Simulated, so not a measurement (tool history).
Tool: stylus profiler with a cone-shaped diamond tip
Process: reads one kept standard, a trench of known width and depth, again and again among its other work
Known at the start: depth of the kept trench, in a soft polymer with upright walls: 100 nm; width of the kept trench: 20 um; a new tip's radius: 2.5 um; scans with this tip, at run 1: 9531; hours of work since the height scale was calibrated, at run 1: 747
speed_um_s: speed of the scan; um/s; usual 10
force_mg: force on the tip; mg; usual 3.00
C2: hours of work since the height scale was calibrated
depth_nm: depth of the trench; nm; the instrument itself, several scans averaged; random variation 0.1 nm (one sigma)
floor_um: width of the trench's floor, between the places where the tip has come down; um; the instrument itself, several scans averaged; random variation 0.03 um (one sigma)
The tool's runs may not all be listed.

run 1 hour=0.0 | speed_um_s=10 force_mg=3.00 | scans_with_this_tip=9531 C2=747 | depth_nm=101.08 floor_um=18.50
run 2 hour=34.3 | speed_um_s=10 force_mg=3.00 | scans_with_this_tip=9720 C2=762 | depth_nm=101.19 floor_um=18.45
run 3 hour=56.0 | speed_um_s=16 force_mg=3.00 | scans_with_this_tip=9839 C2=771 | depth_nm=101.25 floor_um=18.40
run 4 hour=81.8 | speed_um_s=10 force_mg=3.00 | scans_with_this_tip=9981 C2=782 | depth_nm=101.21 floor_um=18.44
run 5 hour=105.9 | speed_um_s=10 force_mg=8.34 | scans_with_this_tip=10113 C2=793 | depth_nm=102.51 floor_um=18.47
run 6 hour=141.6 | speed_um_s=10 force_mg=3.00 | scans_with_this_tip=10310 C2=808 | depth_nm=100.99 floor_um=18.49
run 7 hour=169.1 | speed_um_s=10 force_mg=3.00 | scans_with_this_tip=10461 C2=820 | depth_nm=101.08 floor_um=18.47
run 8 hour=214.4 | speed_um_s=10 force_mg=3.00 | scans_with_this_tip=10711 C2=839 | depth_nm=101.26 floor_um=18.43
run 9 hour=237.3 | speed_um_s=4 force_mg=3.00 | scans_with_this_tip=10836 C2=849 | depth_nm=101.19 floor_um=18.49
run 10 hour=284.6 | speed_um_s=10 force_mg=3.00 | scans_with_this_tip=11096 C2=870 | depth_nm=101.31 floor_um=18.41
run 11 hour=313.6 | speed_um_s=10 force_mg=3.00 | scans_with_this_tip=11256 C2=882 | depth_nm=101.24 floor_um=18.45
run 12 hour=357.4 | speed_um_s=10 force_mg=3.00 | scans_with_this_tip=11497 C2=901 | depth_nm=101.03 floor_um=18.40
run 13 hour=406.7 | speed_um_s=10 force_mg=1.50 | scans_with_this_tip=11768 C2=922 | depth_nm=100.57 floor_um=18.45
-- hour=409.3 height scale calibrated on a step standard
run 14 hour=445.9 | speed_um_s=29 force_mg=3.00 | scans_with_this_tip=11981 C2=16 | depth_nm=101.01 floor_um=18.36
run 15 hour=472.7 | speed_um_s=29 force_mg=3.00 | scans_with_this_tip=12129 C2=27 | depth_nm=101.02 floor_um=18.40
run 16 hour=510.7 | speed_um_s=29 force_mg=3.00 | scans_with_this_tip=12338 C2=44 | depth_nm=101.00 floor_um=18.37
run 17 hour=536.5 | speed_um_s=29 force_mg=3.00 | scans_with_this_tip=12480 C2=55 | depth_nm=101.05 floor_um=18.40
run 18 hour=563.0 | speed_um_s=29 force_mg=3.00 | scans_with_this_tip=12625 C2=66 | depth_nm=101.18 floor_um=18.30
-- hour=597.4 height scale calibrated on a step standard, once more
run 19 hour=599.3 | speed_um_s=10 force_mg=3.00 | scans_with_this_tip=12823 C2=1 | depth_nm=101.45 floor_um=18.44
run 20 hour=642.2 | speed_um_s=10 force_mg=3.00 | scans_with_this_tip=13059 C2=19 | depth_nm=101.56 floor_um=18.40
run 21 hour=681.9 | speed_um_s=10 force_mg=3.00 | scans_with_this_tip=13277 C2=36 | depth_nm=101.49 floor_um=18.41
run 22 hour=730.7 | speed_um_s=10 force_mg=3.00 | scans_with_this_tip=13546 C2=57 | depth_nm=101.65 floor_um=18.42
run 23 hour=767.6 | speed_um_s=10 force_mg=3.00 | scans_with_this_tip=13749 C2=73 | depth_nm=101.35 floor_um=18.42
run 24 hour=799.6 | speed_um_s=7 force_mg=3.00 | scans_with_this_tip=13924 C2=87 | depth_nm=101.39 floor_um=18.37
run 25 hour=833.9 | speed_um_s=7 force_mg=3.00 | scans_with_this_tip=14113 C2=102 | depth_nm=101.52 floor_um=18.41
run 26 hour=863.2 | speed_um_s=7 force_mg=3.00 | scans_with_this_tip=14275 C2=115 | depth_nm=101.49 floor_um=18.41
run 27 hour=887.9 | speed_um_s=6 force_mg=1.18 | scans_with_this_tip=14410 C2=125 | depth_nm=100.80 floor_um=18.37
run 28 hour=920.4 | speed_um_s=14 force_mg=1.71 | scans_with_this_tip=14589 C2=139 | depth_nm=100.99 floor_um=18.36
run 29 hour=969.5 | speed_um_s=14 force_mg=1.71 | scans_with_this_tip=14859 C2=160 | depth_nm=101.00 floor_um=18.36
run 30 hour=994.2 | speed_um_s=19 force_mg=6.63 | scans_with_this_tip=14995 C2=171 | depth_nm=102.47 floor_um=18.34
run 31 hour=1016.7 | speed_um_s=19 force_mg=4.04 | scans_with_this_tip=15119 C2=181 | depth_nm=101.71 floor_um=18.31

The next listed run, before its measurement:
run 32 hour=1063.5 | speed_um_s=19 force_mg=4.04 | scans_with_this_tip=15376 C2=201 | depth_nm=? floor_um=?

Run 32 gave depth_nm 101.72 nm, floor_um 18.36 um.
Without the tool's hidden state the same run would have given depth_nm 101.75 nm, floor_um 18.55 um.
